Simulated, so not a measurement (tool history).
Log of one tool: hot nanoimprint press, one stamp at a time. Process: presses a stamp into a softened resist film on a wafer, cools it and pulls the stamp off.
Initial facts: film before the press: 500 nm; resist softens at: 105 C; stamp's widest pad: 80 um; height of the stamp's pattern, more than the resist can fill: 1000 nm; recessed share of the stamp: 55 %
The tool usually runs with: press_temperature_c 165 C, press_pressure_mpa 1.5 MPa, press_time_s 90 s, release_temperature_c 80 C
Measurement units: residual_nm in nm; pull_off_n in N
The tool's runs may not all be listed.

run,hour,press_temperature_c,press_pressure_mpa,press_time_s,release_temperature_c,residual_nm,pull_off_n
1,0,165,1.5,90,80,233.3,175
2,9.2,165,1.5,90,80,234.2,181
3,23.5,165,1.5,90,70,233.5,226
4,38.1,165,1.5,90,70,232.7,228
5,46.8,165,1.5,90,80,233.4,179
6,53.9,165,1.5,116,80,212.9,183
7,65,165,1.5,116,80,213.5,180
8,80.3,165,1.5,90,80,232.6,191
9,96.3,165,1.5,90,73,233.8,226
10,106.1,165,1.5,90,73,233.6,223
11,118.3,165,0.94,90,80,292.8,187
12,127.5,165,0.94,90,80,292.3,179
13,143.9,174,2.13,130,86,125.4,158
14,160.7,165,2.21,90,66,189.4,256
15,171.7,165,2.21,90,66,188.7,271
16,183.3,172,1.5,90,80,188.2,197
17,193.7,162,1.95,92,82,222.1,184
18,204.6,162,1.95,92,82,222,183
19,214.8,162,1.3,85,82,278.8,179
20,222,165,1.5,110,66,217.1,258

Consider 3 possible next runs. They are alternatives, not a sequence: every one starts from the tool as it was left by run 20. What does each give?
A,238.7,165,1.5,90,71,?,?
B,238.7,176,1.5,45,70,?,?
C,238.7,165,1.66,125,66,?,?

run,residual_nm,pull_off_n
A,232.1,247
B,213.8,253
C,196.1,273
Without the tool's hidden state the same runs would have given:
run,residual_nm,pull_off_n
A,239.9,226
B,219.9,231
C,203,249

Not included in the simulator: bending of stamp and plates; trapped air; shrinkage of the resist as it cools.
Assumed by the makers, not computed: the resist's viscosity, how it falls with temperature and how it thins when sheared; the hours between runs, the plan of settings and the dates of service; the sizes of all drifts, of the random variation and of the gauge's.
